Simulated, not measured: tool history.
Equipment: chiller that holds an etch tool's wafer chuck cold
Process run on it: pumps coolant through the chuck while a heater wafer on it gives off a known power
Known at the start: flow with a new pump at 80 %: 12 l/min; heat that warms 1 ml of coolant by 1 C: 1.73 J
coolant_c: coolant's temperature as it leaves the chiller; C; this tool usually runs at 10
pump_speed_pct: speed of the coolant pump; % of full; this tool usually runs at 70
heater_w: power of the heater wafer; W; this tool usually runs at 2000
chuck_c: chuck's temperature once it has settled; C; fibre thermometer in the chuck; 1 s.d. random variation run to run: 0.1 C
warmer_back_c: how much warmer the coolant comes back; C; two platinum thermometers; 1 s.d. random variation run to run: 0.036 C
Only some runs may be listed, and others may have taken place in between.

{"run": 1, "day": 0.0, "coolant_c": 10, "pump_speed_pct": 70, "heater_w": 2000, "chuck_c": 32.8, "warmer_back_c": 6.78}
{"run": 2, "day": 0.892, "coolant_c": 10, "pump_speed_pct": 70, "heater_w": 2000, "chuck_c": 32.9, "warmer_back_c": 6.83}
{"run": 3, "day": 2.471, "coolant_c": 10, "pump_speed_pct": 70, "heater_w": 2000, "chuck_c": 32.8, "warmer_back_c": 6.8}
{"run": 4, "day": 3.662, "coolant_c": 10, "pump_speed_pct": 70, "heater_w": 2000, "chuck_c": 32.8, "warmer_back_c": 6.81}
{"run": 5, "day": 5.029, "coolant_c": 10, "pump_speed_pct": 70, "heater_w": 2000, "chuck_c": 33.2, "warmer_back_c": 6.85}
{"run": 6, "day": 6.554, "coolant_c": 10, "pump_speed_pct": 70, "heater_w": 2000, "chuck_c": 33.1, "warmer_back_c": 6.82}
{"run": 7, "day": 8.538, "coolant_c": 10, "pump_speed_pct": 70, "heater_w": 2000, "chuck_c": 33.1, "warmer_back_c": 6.86}
{"run": 8, "day": 9.771, "coolant_c": 10, "pump_speed_pct": 70, "heater_w": 2000, "chuck_c": 33.1, "warmer_back_c": 6.91}
{"run": 9, "day": 10.625, "coolant_c": 2, "pump_speed_pct": 70, "heater_w": 2000, "chuck_c": 25.1, "warmer_back_c": 6.85}
{"day": 12.046, "done": "chiller's thermometer calibrated"}
{"run": 10, "day": 12.229, "coolant_c": 10, "pump_speed_pct": 70, "heater_w": 2000, "chuck_c": 32.6, "warmer_back_c": 6.8}
{"run": 11, "day": 13.471, "coolant_c": 10, "pump_speed_pct": 70, "heater_w": 2000, "chuck_c": 32.7, "warmer_back_c": 6.93}
{"run": 12, "day": 15.133, "coolant_c": 10, "pump_speed_pct": 70, "heater_w": 2000, "chuck_c": 32.8, "warmer_back_c": 6.87}
{"run": 13, "day": 16.925, "coolant_c": 10, "pump_speed_pct": 70, "heater_w": 2000, "chuck_c": 32.7, "warmer_back_c": 6.95}
{"run": 14, "day": 18.412, "coolant_c": 10, "pump_speed_pct": 70, "heater_w": 2000, "chuck_c": 32.8, "warmer_back_c": 6.9}
{"run": 15, "day": 19.275, "coolant_c": 10, "pump_speed_pct": 70, "heater_w": 2000, "chuck_c": 33.1, "warmer_back_c": 6.86}
{"run": 16, "day": 20.95, "coolant_c": 10, "pump_speed_pct": 70, "heater_w": 2000, "chuck_c": 33.1, "warmer_back_c": 6.92}
{"run": 17, "day": 21.838, "coolant_c": 10, "pump_speed_pct": 70, "heater_w": 2000, "chuck_c": 33.1, "warmer_back_c": 6.89}
{"run": 18, "day": 22.825, "coolant_c": 10, "pump_speed_pct": 89, "heater_w": 2000, "chuck_c": 29.7, "warmer_back_c": 5.34}
{"run": 19, "day": 23.721, "coolant_c": 6, "pump_speed_pct": 89, "heater_w": 1900, "chuck_c": 24.8, "warmer_back_c": 5.1}
{"run": 20, "day": 25.429, "coolant_c": 6, "pump_speed_pct": 89, "heater_w": 1900, "chuck_c": 24.9, "warmer_back_c": 5.08}
{"run": 21, "day": 27.35, "coolant_c": 19, "pump_speed_pct": 78, "heater_w": 2000, "chuck_c": 40.6, "warmer_back_c": 6.18}
{"run": 22, "day": 28.608, "coolant_c": 10, "pump_speed_pct": 72, "heater_w": 2781, "chuck_c": 41.7, "warmer_back_c": 9.4}
{"run": 23, "day": 30.346, "coolant_c": 5, "pump_speed_pct": 60, "heater_w": 2216, "chuck_c": 33.4, "warmer_back_c": 9.06}
{"run": 24, "day": 31.562, "coolant_c": 5, "pump_speed_pct": 60, "heater_w": 2216, "chuck_c": 33.5, "warmer_back_c": 9.11}
{"run": 25, "day": 32.492, "coolant_c": 5, "pump_speed_pct": 75, "heater_w": 2170, "chuck_c": 29.2, "warmer_back_c": 6.98}

For run 26, what comes out?
{"day": 33.271, "done": "coolant changed, channels flushed"}
{"run": 26, "day": 33.738, "coolant_c": 15, "pump_speed_pct": 70, "heater_w": 2667, "chuck_c": "?", "warmer_back_c": "?"}

Run 26 gave chuck_c 41.4 C, warmer_back_c 9.26 C.
With the hidden condition absent and the run-to-run variation left alone, this run would have shown chuck_c 40.6 C, warmer_back_c 8.87 C.
